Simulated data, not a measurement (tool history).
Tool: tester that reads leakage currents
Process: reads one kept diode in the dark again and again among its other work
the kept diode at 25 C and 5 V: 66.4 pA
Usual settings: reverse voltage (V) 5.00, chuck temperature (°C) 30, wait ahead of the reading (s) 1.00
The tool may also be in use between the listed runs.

run	day	reverse voltage (V)	chuck temperature (°C)	wait ahead of the reading (s)	current that the tester gives (pA)
1	0.000	5.00	30	1.00	109.10
2	7.050	5.00	30	1.00	109.79
3	12.025	5.00	30	1.00	110.83
4	18.729	5.00	30	1.00	112.45
5	23.458	5.00	30	1.00	113.13
6	26.596	5.00	30	1.00	113.04
7	32.433	5.00	30	5.84	112.74
8	36.588	5.00	30	5.84	114.18
9	40.933	5.00	30	1.00	116.42
10	44.846	5.00	30	1.00	117.03
11	50.117	5.00	30	1.00	118.31
12	57.329	8.06	30	1.00	155.73
13	63.154	8.06	30	1.00	157.87
14	67.892	8.06	30	1.00	159.37
# day 71.208: chuck's temperature calibrated
15	74.633	7.36	30	1.00	133.43
16	81.288	7.36	30	1.00	135.44
17	84.954	7.36	30	1.00	136.18
18	89.796	7.36	30	1.00	137.86
19	94.554	15.50	26	0.86	168.58
20	97.667	15.50	26	0.86	170.64
21	104.321	5.00	40	0.60	221.46
22	109.046	5.00	20	5.95	57.46
23	116.312	7.20	30	0.35	147.51
24	121.962	3.77	38	0.35	172.17
# day 125.092: probe card cleaned and baked
25	129.017	3.01	56	0.87	485.80
26	132.004	5.00	31	0.31	117.66
27	137.858	6.50	30	4.70	119.85
28	142.679	6.50	30	4.70	121.12
29	149.483	5.00	30	0.36	111.11

3 ways to go on from here, each from the tool as it stands after run 29. What would each give?
A	155.392	5.29	53	2.44	?
B	155.392	5.00	43	1.00	?
C	155.392	6.98	24	0.67	?

run	current that the tester gives (pA)
A	548.46
B	273.63
C	86.61
Without the tool's hidden state the same runs would have given:
run	current that the tester gives (pA)
A	516.46
B	255.27
C	77.19

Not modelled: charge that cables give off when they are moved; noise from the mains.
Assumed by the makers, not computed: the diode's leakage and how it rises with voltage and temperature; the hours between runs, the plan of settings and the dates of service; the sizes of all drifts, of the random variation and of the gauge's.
